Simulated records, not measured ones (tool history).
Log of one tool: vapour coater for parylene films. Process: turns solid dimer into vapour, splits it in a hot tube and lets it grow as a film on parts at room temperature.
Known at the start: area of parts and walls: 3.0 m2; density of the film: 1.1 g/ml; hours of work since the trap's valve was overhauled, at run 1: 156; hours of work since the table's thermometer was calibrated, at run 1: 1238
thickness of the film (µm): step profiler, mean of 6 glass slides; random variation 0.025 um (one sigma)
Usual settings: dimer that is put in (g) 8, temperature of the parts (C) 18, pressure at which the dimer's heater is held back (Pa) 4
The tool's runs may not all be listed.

run	hour	dimer that is put in (g)	temperature of the parts (C)	pressure at which the dimer's heater is held back (Pa)	hours of work since the trap's valve was overhauled	hours of work since the table's thermometer was calibrated	thickness of the film (µm)
1	0	8	18	4	156	1238	1.85
2	52.2	8	18	4	191	1274	1.82
3	117.3	8	18	4	235	1318	1.78
4	162.1	8	18	3.68	265	1348	1.85
5	194	8	18	3.68	287	1369	1.77
6	262.1	8	18	4	333	1415	1.8
7	307.8	8	13	4	364	1446	2.02
8	372.8	8	13	4	408	1490	1.93
9	420.4	8	19	3.39	440	1523	1.78
10	455.4	8	19	3.39	464	1546	1.73
# hour 462.8: table's thermometer calibrated
11	507.1	8	19	3.39	498	30	1.69
# hour 517.6: trap's valve overhauled
12	555.6	4	14	4.28	26	60	1
13	595.8	4	14	4.28	53	87	1.02
14	643.7	7	19	10.14	85	120	1.37
15	695.5	6	19	10.14	120	155	1.1

Forecast each of these 5 alternatives for the next run:
# hour 709.3: table's thermometer calibrated, once more
A	758.9	8	26	2.19	162	34	?
# hour 709.3: table's thermometer calibrated, once more
B	758.9	12	27	3.03	162	34	?
# hour 709.3: table's thermometer calibrated, once more
C	758.9	6	18	4	162	34	?
# hour 709.3: table's thermometer calibrated, once more
D	758.9	13	19	5.15	162	34	?
# hour 709.3: table's thermometer calibrated, once more
E	758.9	3	25	4	162	34	?

run	thickness of the film (µm)
A	1.65
B	2.26
C	1.37
D	2.71
E	0.57
Without the tool's hidden state the same runs would have given:
run	thickness of the film (µm)
A	1.73
B	2.37
C	1.44
D	2.85
E	0.6
